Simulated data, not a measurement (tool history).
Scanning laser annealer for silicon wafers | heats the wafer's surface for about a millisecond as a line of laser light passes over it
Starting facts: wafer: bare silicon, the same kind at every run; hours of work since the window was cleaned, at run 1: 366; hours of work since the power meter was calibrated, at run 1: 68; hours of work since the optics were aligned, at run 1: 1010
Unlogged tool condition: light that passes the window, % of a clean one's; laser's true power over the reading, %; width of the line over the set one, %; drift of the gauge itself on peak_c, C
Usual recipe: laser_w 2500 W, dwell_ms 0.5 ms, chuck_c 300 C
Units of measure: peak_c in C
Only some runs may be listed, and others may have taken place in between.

run,day,laser_w,dwell_ms,chuck_c,hours of work since the window was cleaned,hours of work since the power meter was calibrated,hours of work since the optics were aligned,peak_c
1,0,2500,0.5,300,366,68,1010,1098
2,0.854,2500,0.5,325,382,83,1025,1122
3,1.779,2500,0.423,300,398,100,1042,1043
4,2.658,2500,0.423,300,414,116,1058,1043
5,3.283,2163,0.5,300,425,127,1069,977
6,4.025,2500,0.5,305,439,140,1082,1108
7,4.921,2500,0.5,262,455,157,1099,1061
8,5.621,2500,0.426,300,467,169,1111,1048
9,6.362,2500,0.426,300,481,182,1124,1046
10,7.292,2500,0.426,300,497,199,1141,1048
11,7.846,2500,0.426,300,507,209,1151,1046
12,8.55,2500,0.426,300,520,222,1164,1043
13,9.171,2500,0.426,300,531,233,1175,1049
14,9.908,2500,0.426,300,544,246,1188,1042
15,10.567,2500,0.426,300,556,258,1200,1048
16,11.312,2500,0.426,300,570,271,1213,1040
17,11.783,2500,0.5,300,578,280,1222,1096
18,12.258,2500,0.5,300,587,288,1230,1101
19,12.996,2172,0.5,300,600,302,1244,979
20,13.421,2500,0.5,337,607,309,1251,1135
21,14.1,2223,0.592,321,620,321,1264,1072
22,15,2681,0.475,300,636,338,1280,1145
23,15.8,2680,0.429,286,650,352,1294,1095
24,16.458,2638,0.5,332,662,364,1306,1183
25,17.217,2500,0.362,317,676,377,1319,1009
26,17.75,2578,0.5,331,685,387,1329,1160
27,18.408,2578,0.5,331,697,399,1341,1157
28,19.142,2284,0.454,296,710,412,1354,986
29,20.038,2284,0.502,337,726,428,1370,1056
30,20.6,2338,0.469,334,736,438,1380,1054
31,21.542,2589,0.428,334,753,455,1397,1114
32,21.962,2726,0.454,337,761,463,1405,1186
# day 22.579: window over the wafer cleaned
33,22.988,2540,0.5,270,7,480,1422,1084
34,23.833,2540,0.5,270,22,495,1437,1082
35,24.388,2226,0.5,312,32,505,1447,1013
36,25.096,2708,0.541,312,45,518,1460,1219
37,25.754,2708,0.541,312,57,529,1471,1218
38,26.379,2480,0.513,306,68,541,1483,1107
39,26.979,2480,0.513,306,79,551,1493,1107
40,27.483,2588,0.583,296,88,560,1503,1184

Branching from run 40: 5 alternative next runs. What would each branch give?
A,27.904,2558,0.507,300,96,568,1510,?
B,27.904,2588,0.568,279,96,568,1510,?
C,27.904,2684,0.5,300,96,568,1510,?
D,27.904,2219,0.396,288,96,568,1510,?
E,27.904,2711,0.44,326,96,568,1510,?

run,peak_c
A,1126
B,1159
C,1167
D,914
E,1154
Stripped of hidden state, with their random variation kept, the same runs would have yielded:
run,peak_c
A,1126
B,1160
C,1168
D,914
E,1155

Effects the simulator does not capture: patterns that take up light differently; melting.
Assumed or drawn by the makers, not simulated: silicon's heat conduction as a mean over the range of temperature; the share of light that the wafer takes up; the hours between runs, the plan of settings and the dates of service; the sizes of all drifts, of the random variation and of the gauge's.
